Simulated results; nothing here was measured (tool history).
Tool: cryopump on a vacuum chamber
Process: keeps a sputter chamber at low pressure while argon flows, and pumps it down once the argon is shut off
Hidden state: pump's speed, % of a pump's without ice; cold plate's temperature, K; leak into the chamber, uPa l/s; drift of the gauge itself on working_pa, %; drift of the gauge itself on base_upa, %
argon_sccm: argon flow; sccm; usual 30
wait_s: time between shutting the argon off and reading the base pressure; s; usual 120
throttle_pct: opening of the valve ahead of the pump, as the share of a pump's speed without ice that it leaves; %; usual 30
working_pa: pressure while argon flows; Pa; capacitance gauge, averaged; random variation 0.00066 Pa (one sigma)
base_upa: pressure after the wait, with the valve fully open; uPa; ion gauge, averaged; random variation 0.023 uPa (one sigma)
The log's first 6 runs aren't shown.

| run | hour | argon_sccm | wait_s | throttle_pct | hours of work since the pump was warmed up and emptied | hours of work since the cold head was overhauled | hours of work since the chamber's fittings were tightened | working_pa | base_upa |
|---|---|---|---|---|---|---|---|---|---|
| 7 | 196.4 | 30 | 120 | 30 | 62 | 1451 | 2842 | 0.1100 | 1.22 |
| 8 | 218.6 | 30 | 120 | 30 | 81 | 1470 | 2861 | 0.1101 | 1.24 |
| 9 | 244.7 | 30 | 120 | 44 | 104 | 1493 | 2884 | 0.0768 | 1.27 |
| 10 | 286.3 | 30 | 85 | 30 | 141 | 1530 | 2920 | 0.1122 | 1.49 |
| 11 | 322.2 | 30 | 85 | 30 | 172 | 1561 | 2952 | 0.1118 | 1.54 |
| 12 | 354.2 | 30 | 120 | 40 | 200 | 1589 | 2980 | 0.0865 | 1.26 |
| 13 | 379.9 | 30 | 120 | 40 | 223 | 1612 | 3002 | 0.0863 | 1.33 |
| 14 | 412.2 | 20 | 120 | 30 | 251 | 1640 | 3031 | 0.0774 | 1.28 |
| 15 | 448.3 | 20 | 120 | 30 | 283 | 1672 | 3062 | 0.0764 | 1.34 |
| 16 | 482.4 | 20 | 120 | 30 | 312 | 1702 | 3092 | 0.0768 | 1.31 |
| 17 | 512.8 | 20 | 120 | 30 | 339 | 1728 | 3119 | 0.0775 | 1.40 |
| 18 | 551.4 | 51 | 188 | 30 | 373 | 1762 | 3153 | 0.1981 | 1.14 |
| 19 | 577.0 | 51 | 188 | 30 | 395 | 1784 | 3175 | 0.1991 | 1.23 |
| 20 | 597.7 | 30 | 59 | 39 | 413 | 1803 | 3193 | 0.0937 | 2.03 |
| 21 | 623.5 | 39 | 59 | 39 | 436 | 1825 | 3216 | 0.1215 | 2.01 |
| 22 | 661.7 | 30 | 120 | 60 | 470 | 1859 | 3249 | 0.0646 | 1.48 |
| 23 | 693.2 | 30 | 126 | 41 | 497 | 1886 | 3277 | 0.0904 | 1.41 |
| 24 | 725.4 | 30 | 121 | 28 | 525 | 1915 | 3305 | 0.1288 | 1.50 |
| 25 | 770.1 | 30 | 26 | 30 | 565 | 1954 | 3344 | 0.1228 | 3.70 |
| 26 | 817.7 | 15 | 33 | 56 | 606 | 1995 | 3386 | 0.0365 | 3.18 |
| 27 | 851.9 | 34 | 86 | 56 | 636 | 2025 | 3416 | 0.0853 | 1.83 |
| 28 | 889.9 | 35 | 83 | 19 | 669 | 2059 | 3449 | 0.2206 | 1.89 |
|  | 905.4 | pump warmed up, emptied and cooled again |
| 29 | 941.1 | 35 | 234 | 19 | 31 | 2099 | 3490 | 0.2016 | 1.02 |
| 30 | 962.8 | 12 | 243 | 31 | 50 | 2118 | 3509 | 0.0420 | 0.98 |
| 31 | 986.6 | 33 | 264 | 17 | 71 | 2139 | 3529 | 0.2128 | 0.96 |

4 ways to go on from here, each from the tool as it stands after run 31. What would each give?
| A | 1015.7 | 14 | 148 | 18 | 97 | 2164 | 3555 | ? | ? |
| B | 1015.7 | 36 | 39 | 21 | 97 | 2164 | 3555 | ? | ? |
| C | 1015.7 | 33 | 26 | 17 | 97 | 2164 | 3555 | ? | ? |
| D | 1015.7 | 33 | 252 | 17 | 97 | 2164 | 3555 | ? | ? |

| run | working_pa | base_upa |
|---|---|---|
| A | 0.0866 | 1.18 |
| B | 0.1888 | 2.63 |
| C | 0.2130 | 3.33 |
| D | 0.2143 | 0.95 |
Without the tool's hidden state the same runs would have given:
| run | working_pa | base_upa |
|---|---|---|
| A | 0.0856 | 0.65 |
| B | 0.1861 | 2.08 |
| C | 0.2106 | 2.82 |
| D | 0.2119 | 0.44 |
